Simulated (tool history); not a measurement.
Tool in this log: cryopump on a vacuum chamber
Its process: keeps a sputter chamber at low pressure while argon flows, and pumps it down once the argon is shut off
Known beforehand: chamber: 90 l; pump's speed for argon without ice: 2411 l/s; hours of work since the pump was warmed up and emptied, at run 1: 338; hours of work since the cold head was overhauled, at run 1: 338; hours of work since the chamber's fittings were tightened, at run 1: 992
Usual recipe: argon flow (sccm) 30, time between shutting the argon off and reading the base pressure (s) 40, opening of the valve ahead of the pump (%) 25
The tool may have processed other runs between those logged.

run    hour  argon flow (sccm)  time between shutting the argon off and reading the base pressure (s)  opening of the valve ahead of the pump (%)  hours of work since the pump was warmed up and emptied  hours of work since the cold head was overhauled  hours of work since the chamber's fittings were tightened  pressure while argon flows (Pa)  pressure after the wait (uPa)
  1     0.0                 30                                                                     40                                          25                                                     338                                               338                                                        992                           0.0871                           1.69
  2    48.8                 30                                                                     40                                          25                                                     364                                               364                                                       1018                           0.0874                           1.76
  3    97.8                 30                                                                     40                                          25                                                     390                                               390                                                       1044                           0.0877                           1.78
  4   171.0                 30                                                                     40                                          25                                                     429                                               429                                                       1083                           0.0883                           1.76
  5   261.2                 30                                                                     40                                          25                                                     477                                               477                                                       1131                           0.0883                           1.74
  6   330.6                 30                                                                     40                                          25                                                     514                                               514                                                       1168                           0.0886                           1.82
  7   419.4                 30                                                                     40                                          21                                                     561                                               561                                                       1215                           0.1052                           1.79
  8   483.1                 30                                                                     40                                          49                                                     595                                               595                                                       1249                           0.0484                           1.90
  9   538.3                 30                                                                     40                                          49                                                     625                                               625                                                       1279                           0.0484                           1.89
 10   622.0                 13                                                                     40                                          49                                                     669                                               669                                                       1323                           0.0216                           1.93
 11   672.4                 30                                                                     40                                          16                                                     696                                               696                                                       1350                           0.1384                           1.92
 12   719.9                 37                                                                    177                                          36                                                     721                                               721                                                       1375                           0.0802                           1.10
      801.1  -- pump warmed up, emptied and cooled again
 13   801.1                 37                                                                     39                                          19                                                       0                                               762                                                       1416                           0.1378                           1.81
 14   843.4                 37                                                                     39                                          19                                                      23                                               785                                                       1438                           0.1373                           1.78
 15   882.7                 37                                                                     36                                          19                                                      43                                               806                                                       1459                           0.1371                           1.88
 16   960.6                 18                                                                     40                                          60                                                      85                                               847                                                       1501                           0.0222                           1.84
 17  1045.6                 18                                                                     40                                          60                                                     130                                               892                                                       1546                           0.0223                           1.86
 18  1103.3                 14                                                                     41                                          25                                                     161                                               923                                                       1577                           0.0399                           1.81

Results per run with the tool's hidden condition removed, run-to-run variation unchanged:
Hidden conditions of the tool in this case: pump's speed, % of a pump's without ice; cold plate's temperature, K; leak into the chamber, uPa l/s; drift of the gauge itself on working_pa, %; drift of the gauge itself on base_upa, %.
run  pressure while argon flows (Pa)  pressure after the wait (uPa)
  1                           0.0839                           1.23
  2                           0.0840                           1.27
  3                           0.0841                           1.28
  4                           0.0844                           1.24
  5                           0.0839                           1.20
  6                           0.0838                           1.24
  7                           0.1000                           1.19
  8                           0.0428                           1.24
  9                           0.0424                           1.22
 10                           0.0188                           1.22
 11                           0.1316                           1.20
 12                           0.0714                           0.37
 13                           0.1374                           1.26
 14                           0.1367                           1.22
 15                           0.1363                           1.30
 16                           0.0216                           1.24
 17                           0.0215                           1.22
 18                           0.0392                           1.16

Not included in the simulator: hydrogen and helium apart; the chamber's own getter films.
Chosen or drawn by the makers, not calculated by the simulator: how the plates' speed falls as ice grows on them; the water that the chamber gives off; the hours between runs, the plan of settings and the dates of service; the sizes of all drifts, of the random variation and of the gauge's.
